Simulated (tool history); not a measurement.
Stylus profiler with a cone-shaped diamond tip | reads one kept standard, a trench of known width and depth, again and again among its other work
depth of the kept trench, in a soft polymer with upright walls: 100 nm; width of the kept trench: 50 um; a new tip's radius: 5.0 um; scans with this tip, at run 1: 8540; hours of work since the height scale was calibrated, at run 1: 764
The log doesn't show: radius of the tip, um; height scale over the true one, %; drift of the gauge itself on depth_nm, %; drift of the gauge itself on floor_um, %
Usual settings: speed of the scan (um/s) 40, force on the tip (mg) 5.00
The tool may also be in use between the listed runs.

run,hour,speed of the scan (um/s),force on the tip (mg),scans with this tip,hours of work since the height scale was calibrated,depth of the trench (Å),width of the trench's floor (nm)
1,0.0,40,5.00,8540,764,1012.6,47930
2,44.0,40,5.00,8746,783,1012.8,48010
3,72.5,40,5.00,8879,795,1013.0,47940
4,94.6,75,5.00,8983,804,1012.4,47910
5,117.0,75,5.00,9088,813,1012.9,47890
6,159.5,75,5.00,9287,831,1012.9,47890
7,204.9,75,5.00,9499,850,1012.8,47880
8,235.8,75,5.00,9643,863,1012.6,47900
9,264.8,75,5.00,9779,875,1012.2,47900
10,306.2,40,4.94,9973,893,1012.4,47960
11,339.5,40,5.00,10129,907,1013.0,47960
12,381.3,40,5.00,10325,924,1012.6,48020
13,412.9,40,5.00,10473,937,1012.9,47960
14,453.2,13,5.00,10661,954,1012.2,47970
15,486.6,40,7.31,10818,968,1015.8,47900
16,512.2,40,13.97,10938,979,1024.9,47960
17,556.0,40,13.97,11142,997,1025.4,48000
18,609.2,40,13.97,11391,1020,1025.0,47930
19,659.0,55,13.97,11625,1041,1025.0,47990
20,704.7,40,7.45,11839,1060,1016.1,47990
21,738.1,40,7.45,11995,1074,1016.3,47990
22,787.2,19,11.09,12224,1094,1020.8,47990
23,812.2,19,11.09,12342,1105,1021.8,47970
24,863.2,19,2.19,12581,1126,1007.5,48000
25,910.3,11,5.02,12801,1146,1012.3,48030
26,937.1,50,5.00,12926,1157,1012.0,47940
27,990.5,77,1.80,13176,1179,1006.1,47820
28,1038.3,39,2.41,13400,1199,1008.0,47880
29,1067.8,63,2.05,13538,1212,1007.2,47900
30,1114.6,22,6.79,13757,1231,1015.4,47960
31,1157.0,22,6.79,13956,1249,1015.2,47990
32,1181.7,153,4.71,14071,1260,1012.1,47800
33,1226.6,40,2.07,14282,1278,1006.9,47910
34,1258.3,27,5.00,14430,1292,1012.7,48000
35,1283.6,63,11.03,14548,1302,1021.1,47930
36,1312.1,37,1.67,14682,1314,1006.3,47910
37,1346.1,76,5.86,14841,1328,1014.0,47850
38,1386.3,107,3.25,15029,1345,1009.6,47820
39,1409.7,107,3.25,15139,1355,1009.6,47880
40,1459.2,83,7.02,15370,1376,1016.0,47920
41,1506.9,83,7.02,15593,1396,1015.7,47930

4 ways to go on from here, each from the tool as it stands after run 41. What would each give?
A,1557.1,28,5.00,15828,1417,?,?
B,1557.1,10,5.18,15828,1417,?,?
C,1557.1,141,2.69,15828,1417,?,?
D,1557.1,96,3.80,15828,1417,?,?

run,depth of the trench (Å),width of the trench's floor (nm)
A,1012.3,47960
B,1012.9,47990
C,1008.9,47720
D,1010.2,47870
Without the tool's hidden state the same runs would have given:
run,depth of the trench (Å),width of the trench's floor (nm)
A,1012.3,47970
B,1012.8,48000
C,1008.8,47730
D,1010.1,47880
